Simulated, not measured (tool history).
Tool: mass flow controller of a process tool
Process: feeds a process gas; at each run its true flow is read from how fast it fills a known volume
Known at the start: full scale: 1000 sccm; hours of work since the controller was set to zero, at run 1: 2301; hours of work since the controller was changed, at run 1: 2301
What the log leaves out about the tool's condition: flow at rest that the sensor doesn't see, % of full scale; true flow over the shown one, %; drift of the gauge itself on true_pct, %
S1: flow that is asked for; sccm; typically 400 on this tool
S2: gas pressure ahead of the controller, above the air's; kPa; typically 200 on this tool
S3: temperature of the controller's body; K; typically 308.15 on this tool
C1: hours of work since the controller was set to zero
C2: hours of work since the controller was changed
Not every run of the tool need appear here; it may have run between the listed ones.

run 1 day=0.000 | S1=400 S2=200 S3=308.15 | C1=2301 C2=2301 | true_flow_(%)=99.71
run 2 day=3.575 | S1=400 S2=200 S3=308.15 | C1=2331 C2=2331 | true_flow_(%)=99.85
run 3 day=6.862 | S1=400 S2=200 S3=308.15 | C1=2360 C2=2360 | true_flow_(%)=99.63
run 4 day=10.704 | S1=400 S2=200 S3=308.15 | C1=2392 C2=2392 | true_flow_(%)=99.70
run 5 day=14.367 | S1=400 S2=200 S3=308.15 | C1=2424 C2=2424 | true_flow_(%)=99.84
run 6 day=20.792 | S1=400 S2=200 S3=308.15 | C1=2479 C2=2479 | true_flow_(%)=99.92
run 7 day=26.812 | S1=400 S2=200 S3=300.15 | C1=2530 C2=2530 | true_flow_(%)=99.78
run 8 day=31.654 | S1=400 S2=200 S3=300.15 | C1=2572 C2=2572 | true_flow_(%)=99.64
run 9 day=36.821 | S1=400 S2=200 S3=300.15 | C1=2616 C2=2616 | true_flow_(%)=99.77
run 10 day=40.300 | S1=400 S2=144 S3=300.15 | C1=2646 C2=2646 | true_flow_(%)=99.42
run 11 day=44.246 | S1=400 S2=200 S3=302.15 | C1=2679 C2=2679 | true_flow_(%)=99.79
run 12 day=47.054 | S1=400 S2=200 S3=302.15 | C1=2703 C2=2703 | true_flow_(%)=99.78
run 13 day=49.879 | S1=400 S2=200 S3=302.15 | C1=2728 C2=2728 | true_flow_(%)=99.97
run 14 day=53.312 | S1=400 S2=200 S3=302.15 | C1=2757 C2=2757 | true_flow_(%)=99.77
run 15 day=56.358 | S1=400 S2=200 S3=303.15 | C1=2783 C2=2783 | true_flow_(%)=99.76
run 16 day=61.767 | S1=400 S2=200 S3=303.15 | C1=2829 C2=2829 | true_flow_(%)=99.74
run 17 day=66.946 | S1=400 S2=200 S3=303.15 | C1=2874 C2=2874 | true_flow_(%)=99.99
run 18 day=70.300 | S1=400 S2=198 S3=308.15 | C1=2902 C2=2902 | true_flow_(%)=99.84
run 19 day=74.242 | S1=659 S2=150 S3=306.15 | C1=2936 C2=2936 | true_flow_(%)=99.43
run 20 day=77.892 | S1=400 S2=200 S3=312.15 | C1=2967 C2=2967 | true_flow_(%)=100.10
run 21 day=84.821 | S1=107 S2=200 S3=309.15 | C1=3027 C2=3027 | true_flow_(%)=103.71
run 22 day=88.304 | S1=400 S2=200 S3=298.15 | C1=3056 C2=3056 | true_flow_(%)=99.79
run 23 day=92.996 | S1=107 S2=217 S3=298.15 | C1=3097 C2=3097 | true_flow_(%)=103.77
run 24 day=98.288 | S1=107 S2=217 S3=298.15 | C1=3142 C2=3142 | true_flow_(%)=103.90
run 25 day=104.112 | S1=107 S2=217 S3=312.15 | C1=3192 C2=3192 | true_flow_(%)=104.38
run 26 day=108.879 | S1=107 S2=172 S3=312.15 | C1=3233 C2=3233 | true_flow_(%)=104.13
run 27 day=113.312 | S1=400 S2=200 S3=310.15 | C1=3271 C2=3271 | true_flow_(%)=100.14
run 28 day=118.250 | S1=400 S2=200 S3=310.15 | C1=3313 C2=3313 | true_flow_(%)=100.18
run 29 day=121.983 | S1=489 S2=191 S3=308.15 | C1=3345 C2=3345 | true_flow_(%)=99.82
run 30 day=128.600 | S1=489 S2=191 S3=308.15 | C1=3401 C2=3401 | true_flow_(%)=99.84
run 31 day=133.017 | S1=663 S2=203 S3=309.15 | C1=3439 C2=3439 | true_flow_(%)=99.97

Measured less the same run without the tool's hidden state. The same run-to-run variation is in both; the gauge's scatter may not be:
run=1 true_flow_(%)=+0.61
run=2 true_flow_(%)=+0.62
run=3 true_flow_(%)=+0.63
run=4 true_flow_(%)=+0.64
run=5 true_flow_(%)=+0.65
run=6 true_flow_(%)=+0.68
run=7 true_flow_(%)=+0.70
run=8 true_flow_(%)=+0.70
run=9 true_flow_(%)=+0.72
run=10 true_flow_(%)=+0.73
run=11 true_flow_(%)=+0.74
run=12 true_flow_(%)=+0.75
run=13 true_flow_(%)=+0.76
run=14 true_flow_(%)=+0.77
run=15 true_flow_(%)=+0.78
run=16 true_flow_(%)=+0.80
run=17 true_flow_(%)=+0.81
run=18 true_flow_(%)=+0.82
run=19 true_flow_(%)=+0.24
run=20 true_flow_(%)=+0.84
run=21 true_flow_(%)=+5.11
run=22 true_flow_(%)=+0.87
run=23 true_flow_(%)=+5.24
run=24 true_flow_(%)=+5.31
run=25 true_flow_(%)=+5.40
run=26 true_flow_(%)=+5.48
run=27 true_flow_(%)=+0.94
run=28 true_flow_(%)=+0.96
run=29 true_flow_(%)=+0.66
run=30 true_flow_(%)=+0.67
run=31 true_flow_(%)=+0.30
